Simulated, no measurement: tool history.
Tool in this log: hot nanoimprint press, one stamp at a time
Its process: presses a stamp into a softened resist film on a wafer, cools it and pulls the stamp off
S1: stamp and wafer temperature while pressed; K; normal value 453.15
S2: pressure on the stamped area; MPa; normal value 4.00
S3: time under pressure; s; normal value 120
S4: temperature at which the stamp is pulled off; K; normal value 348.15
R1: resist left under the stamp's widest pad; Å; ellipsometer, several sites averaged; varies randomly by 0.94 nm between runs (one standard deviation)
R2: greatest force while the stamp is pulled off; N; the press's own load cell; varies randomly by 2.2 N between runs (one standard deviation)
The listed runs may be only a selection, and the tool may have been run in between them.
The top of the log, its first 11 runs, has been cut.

| run | hour | S1 | S2 | S3 | S4 | R1 | R2 |
|---|---|---|---|---|---|---|---|
| 12 | 333.8 | 453.15 | 4.00 | 120 | 348.15 | 1377 | 106 |
| 13 | 362.1 | 453.15 | 4.00 | 120 | 348.15 | 1384 | 107 |
| 14 | 379.0 | 453.15 | 4.00 | 120 | 348.15 | 1377 | 115 |
| 15 | 410.3 | 453.15 | 4.00 | 119 | 348.15 | 1383 | 117 |
| 16 | 438.9 | 457.15 | 5.14 | 119 | 348.15 | 1029 | 118 |
| 17 | 465.1 | 448.15 | 4.13 | 104 | 352.15 | 1748 | 103 |
| 18 | 482.0 | 460.15 | 4.66 | 165 | 343.15 | 862 | 142 |
| 19 | 499.8 | 460.15 | 6.35 | 165 | 337.15 | 731 | 161 |
| 20 | 521.5 | 460.15 | 3.42 | 165 | 351.15 | 1042 | 118 |
| 21 | 545.6 | 453.15 | 4.15 | 120 | 348.15 | 1390 | 132 |
| 22 | 568.0 | 453.15 | 4.15 | 120 | 348.15 | 1412 | 132 |
| 23 | 589.1 | 452.15 | 3.54 | 66 | 351.15 | 1878 | 123 |
|  | 597.7 | stamp cleaned and given a new release coat |
|  | 607.1 | plate thermocouple calibrated |
| 24 | 632.3 | 453.15 | 4.00 | 196 | 348.15 | 1174 | 104 |
| 25 | 649.4 | 453.15 | 4.00 | 196 | 348.15 | 1178 | 106 |
| 26 | 675.6 | 444.15 | 4.88 | 213 | 348.15 | 1563 | 105 |
| 27 | 695.8 | 455.15 | 3.99 | 120 | 350.15 | 1292 | 98 |
| 28 | 729.3 | 455.15 | 5.03 | 94 | 348.15 | 1261 | 112 |
| 29 | 764.2 | 455.15 | 5.03 | 94 | 348.15 | 1286 | 121 |
| 30 | 785.0 | 455.15 | 5.03 | 94 | 348.15 | 1263 | 116 |

Predict each of these 3 candidate next runs independently; none follows another, all start after run 30:
| A | 802.1 | 455.15 | 5.03 | 94 | 355.15 | ? | ? |
| B | 802.1 | 444.15 | 5.03 | 94 | 348.15 | ? | ? |
| C | 802.1 | 453.15 | 4.62 | 75 | 348.15 | ? | ? |

| run | R1 | R2 |
|---|---|---|
| A | 1279 | 96 |
| B | 1974 | 125 |
| C | 1553 | 117 |
Take away the tool's hidden state, keep each run's random variation, and the runs would have read:
| run | R1 | R2 |
|---|---|---|
| A | 1175 | 79 |
| B | 1844 | 103 |
| C | 1443 | 96 |
